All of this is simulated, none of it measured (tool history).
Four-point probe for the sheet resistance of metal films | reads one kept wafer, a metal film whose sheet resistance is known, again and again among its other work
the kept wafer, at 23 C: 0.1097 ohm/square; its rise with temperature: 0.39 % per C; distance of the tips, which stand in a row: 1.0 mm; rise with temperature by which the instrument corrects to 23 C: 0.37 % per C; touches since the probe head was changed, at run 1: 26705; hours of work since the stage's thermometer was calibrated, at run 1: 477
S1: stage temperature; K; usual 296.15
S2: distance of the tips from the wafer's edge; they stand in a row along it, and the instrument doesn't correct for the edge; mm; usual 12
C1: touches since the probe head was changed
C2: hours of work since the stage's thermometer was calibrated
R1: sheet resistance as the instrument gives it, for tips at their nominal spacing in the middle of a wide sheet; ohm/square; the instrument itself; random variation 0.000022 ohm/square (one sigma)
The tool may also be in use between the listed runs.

run,day,S1,S2,C1,C2,R1
1,0.000,296.15,12,26705,477,0.110319
2,2.058,296.15,26,29451,510,0.110001
3,3.204,296.15,12,30986,529,0.110359
4,5.054,296.15,12,33457,559,0.110380
5,7.046,296.15,12,36114,591,0.110367
# day 7.254: stage's thermometer calibrated
6,9.221,296.15,12,38991,32,0.110446
7,10.788,296.15,12,41086,57,0.110440
8,11.962,296.15,39,42653,77,0.110068
9,14.121,296.15,39,45537,112,0.110116
# day 15.458: stage's thermometer calibrated, once more
10,15.775,296.15,39,47719,5,0.110065
11,17.692,297.15,12,50278,36,0.110446
12,18.692,293.15,67,51618,53,0.110041
13,20.662,292.15,64,54246,85,0.110008
14,21.842,306.15,11,55821,104,0.110785
15,23.896,306.15,11,58567,137,0.110797
16,24.879,306.15,11,59882,153,0.110789
17,26.462,303.15,26,61994,179,0.110381
18,28.638,294.15,39,64901,214,0.110180

Measured less the same run without the tool's hidden state. The same run-to-run variation is in both; the gauge's scatter may not be:
The hidden state here: inner tips' distance over the nominal, %; tips' flats over new ones', %; wafer's true temperature over the reading, C; drift of the gauge itself on sheet_ohm, %.
run,R1
1,+0.000181
2,+0.000204
3,+0.000217
4,+0.000242
5,+0.000265
6,+0.000306
7,+0.000324
8,+0.000337
9,+0.000361
10,+0.000323
11,+0.000347
12,+0.000358
13,+0.000381
14,+0.000399
15,+0.000425
16,+0.000437
17,+0.000454
18,+0.000480

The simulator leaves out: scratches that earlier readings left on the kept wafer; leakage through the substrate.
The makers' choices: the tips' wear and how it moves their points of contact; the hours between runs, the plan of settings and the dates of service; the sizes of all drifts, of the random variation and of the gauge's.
